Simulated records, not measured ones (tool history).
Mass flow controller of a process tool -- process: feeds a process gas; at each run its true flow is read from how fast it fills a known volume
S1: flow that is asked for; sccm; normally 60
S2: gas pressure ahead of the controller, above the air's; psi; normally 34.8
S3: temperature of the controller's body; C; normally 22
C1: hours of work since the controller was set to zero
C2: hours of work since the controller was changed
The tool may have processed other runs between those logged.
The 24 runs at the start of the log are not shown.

Run 25, hour 4527.3: usual settings but S3 34 C; C1 2174; C2 2174. Result: true flow (%) 96.56.
Run 26, hour 4733.4: usual settings but S3 34 C; C1 2304; C2 2304. Result: true flow (%) 96.44.
Run 27, hour 4969.1: usual settings but S2 28.6 psi; C1 2452; C2 2452. Result: true flow (%) 96.37.
Run 28, hour 5110.6: usual settings but S2 28.6 psi; C1 2541; C2 2541. Result: true flow (%) 96.42.
Run 29, hour 5358.3: usual settings but S1 102 sccm, S2 38.3 psi, S3 39 C; C1 2697; C2 2697. Result: true flow (%) 96.79.
Run 30, hour 5515: usual settings but S1 154 sccm, S2 25.7 psi, S3 37 C; C1 2796; C2 2796. Result: true flow (%) 97.14.
Run 31, hour 5697.2: usual settings but S1 154 sccm, S2 33.4 psi, S3 23 C; C1 2911; C2 2911. Result: true flow (%) 97.87.
Run 32, hour 5897.5: usual settings but S1 53 sccm; C1 3037; C2 3037. Result: true flow (%) 95.81.
Run 33, hour 6033.1: usual settings but S2 39.3 psi; C1 3123; C2 3123. Result: true flow (%) 96.08.
Run 34, hour 6266.2: usual settings but S1 44 sccm, S2 25.7 psi, S3 37 C; C1 3270; C2 3270. Result: true flow (%) 94.21.
Run 35, hour 6460.4: usual settings but S1 44 sccm, S2 25.7 psi, S3 37 C; C1 3392; C2 3392. Result: true flow (%) 93.99.
Run 36, hour 6684.7: usual settings but S1 44 sccm, S2 25.7 psi, S3 37 C; C1 3534; C2 3534. Result: true flow (%) 93.85.
Run 37, hour 6950: usual settings but S1 194 sccm, S2 30 psi; C1 3701; C2 3701. Result: true flow (%) 97.68.
Run 38, hour 7132.6: usual settings but S1 132 sccm, S3 31 C; C1 3816; C2 3816. Result: true flow (%) 96.6.
Run 39, hour 7390.6: usual settings but S1 95 sccm, S2 23.2 psi, S3 31 C; C1 3978; C2 3978. Result: true flow (%) 95.58.

Run 40 comes next. What will it give?
Run 40, hour 7587.4: usual settings but S1 95 sccm, S2 27.6 psi, S3 29 C; C1 4103; C2 4103. Result: true flow (%) ?.

Run 40 measured true flow (%) 95.58.
Minus the tool's unlogged condition, the same run would have read true flow (%) 98.92.
